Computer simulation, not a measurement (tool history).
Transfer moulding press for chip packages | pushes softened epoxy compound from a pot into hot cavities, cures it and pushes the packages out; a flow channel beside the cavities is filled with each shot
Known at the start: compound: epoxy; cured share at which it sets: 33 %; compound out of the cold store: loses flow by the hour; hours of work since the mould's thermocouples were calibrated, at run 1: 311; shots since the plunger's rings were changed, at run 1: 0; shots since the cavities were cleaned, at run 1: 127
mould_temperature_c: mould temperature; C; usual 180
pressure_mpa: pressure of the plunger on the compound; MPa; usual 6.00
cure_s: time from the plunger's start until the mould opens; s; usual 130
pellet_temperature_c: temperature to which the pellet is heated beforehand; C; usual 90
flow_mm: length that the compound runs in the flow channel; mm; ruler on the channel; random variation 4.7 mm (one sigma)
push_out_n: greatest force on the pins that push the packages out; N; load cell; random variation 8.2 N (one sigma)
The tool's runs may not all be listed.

run	hour	mould_temperature_c	pressure_mpa	cure_s	pellet_temperature_c	hours of work since the mould's thermocouples were calibrated	shots since the plunger's rings were changed	shots since the cavities were cleaned	incoming compound's hours out of the cold store	flow_mm	push_out_n
1	0.0	180	6.00	130	90	311	0	127	18.6	588	482
2	6.3	180	6.00	130	90	316	70	197	39.6	550	529
3	13.9	180	6.00	130	90	321	155	282	28.6	564	584
4	26.3	180	6.00	130	90	330	293	420	37.4	552	637
5	33.4	180	6.00	130	90	335	372	499	29.9	557	660
# hour 40.0: cavities cleaned with cleaning compound and waxed
6	44.5	181	6.00	130	90	342	479	50	17.6	573	412
7	55.4	181	6.00	130	90	350	600	171	41.7	539	501
8	68.5	180	6.00	137	90	359	747	318	30.7	555	562
9	78.1	180	6.00	137	90	366	854	425	14.5	574	579
# hour 91.6: cavities cleaned with cleaning compound and waxed
10	91.6	180	5.86	130	90	374	988	1	39.1	536	386
11	98.9	180	6.00	130	81	380	1068	81	47.8	536	455
12	111.9	180	6.00	129	90	389	1214	227	43.5	531	554
13	117.3	180	7.41	130	90	393	1274	287	40.0	599	572
14	127.2	180	7.41	130	90	400	1385	398	38.2	600	604
15	134.7	180	6.00	130	90	405	1468	481	14.6	574	652
# hour 143.3: cavities cleaned with cleaning compound and waxed
16	145.2	180	6.00	130	90	412	1568	21	12.2	580	405
17	157.7	182	6.00	130	90	420	1707	160	17.7	569	483
18	164.2	180	6.00	117	90	425	1780	233	20.4	554	669
19	176.1	180	5.76	129	94	434	1913	366	22.1	543	622
20	188.5	187	5.44	168	96	442	2051	504	14.8	523	495
# hour 195.0: cavities cleaned with cleaning compound and waxed
21	196.4	187	6.46	168	96	447	2122	15	36.3	555	319
22	208.0	187	4.92	168	95	455	2252	145	36.5	468	398

Run 23 comes next. What will it give?
23	215.6	180	6.25	130	83	461	2336	229	31.5	?	?

Run 23 gave flow_mm 559 mm, push_out_n 575 N.
Without the tool's hidden state the same run would have given flow_mm 575 mm, push_out_n 368 N.

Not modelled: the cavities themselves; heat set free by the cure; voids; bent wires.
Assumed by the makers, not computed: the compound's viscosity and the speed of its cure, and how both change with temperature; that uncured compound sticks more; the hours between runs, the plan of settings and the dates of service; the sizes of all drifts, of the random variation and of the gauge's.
